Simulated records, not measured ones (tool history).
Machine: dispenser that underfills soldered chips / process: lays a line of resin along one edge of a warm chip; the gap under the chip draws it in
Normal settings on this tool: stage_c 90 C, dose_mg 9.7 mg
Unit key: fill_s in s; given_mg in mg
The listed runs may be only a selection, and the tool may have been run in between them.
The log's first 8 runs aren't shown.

run,hour,stage_c,dose_mg,hours of work since the syringe was changed,hours of work since the valve was cleaned,hours of work since the stage was calibrated,fill_s,given_mg
# hour 89.4: new syringe of resin
9,99.8,90,11.39,8,97,509,130.1,10.94
# hour 104: new syringe of resin
10,106.9,90,11.39,2,102,515,97.6,10.91
11,114.8,90,9.7,8,108,521,131.5,9.29
# hour 118.3: new syringe of resin
12,122.3,90,9.24,3,114,526,103,8.83
# hour 132.9: new syringe of resin
13,136.7,90,8.78,3,125,537,102.6,8.25
# hour 141.8: dispensing valve cleaned and set on the balance
14,146.3,90,8.78,10,3,544,140.7,8.77
# hour 149.3: new syringe of resin
15,153,90,8.78,3,8,549,99,8.76
# hour 163.7: new syringe of resin
16,166.8,90,8.78,2,19,560,97.4,8.72
17,175.4,90,8.78,9,26,566,135.7,8.69
# hour 178.2: new syringe of resin
18,186,90,8.78,6,34,574,117,8.69
# hour 192.7: new syringe of resin
19,194.8,79,8.74,2,40,581,139.3,8.61
20,206.1,83,9.43,10,49,590,186.1,9.23
# hour 207.5: new syringe of resin
21,214.6,83,9.43,6,55,596,144.3,9.23
# hour 222.5: new syringe of resin
22,229.9,83,9.7,6,67,608,144.5,9.42
# hour 237: new syringe of resin
23,244.2,88,11.41,6,78,619,119.2,11.08
# hour 249.1: stage's temperature calibrated
# hour 253: new syringe of resin
24,255.4,101,9.31,2,86,5,75.4,9
# hour 267.3: new syringe of resin
25,268.6,103,11.13,1,96,15,67.9,10.72
26,280.4,82,9.01,10,105,24,236.4,8.56
# hour 281.7: new syringe of resin
27,292.2,82,9.01,8,114,33,207,8.63
# hour 296.8: new syringe of resin
28,305.1,93,11.45,6,124,43,124,10.95
# hour 311.5: dispensing valve cleaned and set on the balance
# hour 312.9: new syringe of resin
29,321.3,76,9.14,7,7,54,235.3,9.05
# hour 327.5: new syringe of resin
30,330.8,81,12,3,15,61,156.2,12.01
# hour 341.8: new syringe of resin
31,343.9,101,8.61,2,24,71,72,8.46

Expected results for the next run?
32,352.2,92,9.7,8,31,78,?,?

{"run 32": {"fill_s": 136.1, "given_mg": 9.54}}
The same run, on a tool lacking any hidden state, would have yielded fill_s 94.2 s, given_mg 9.66 mg.
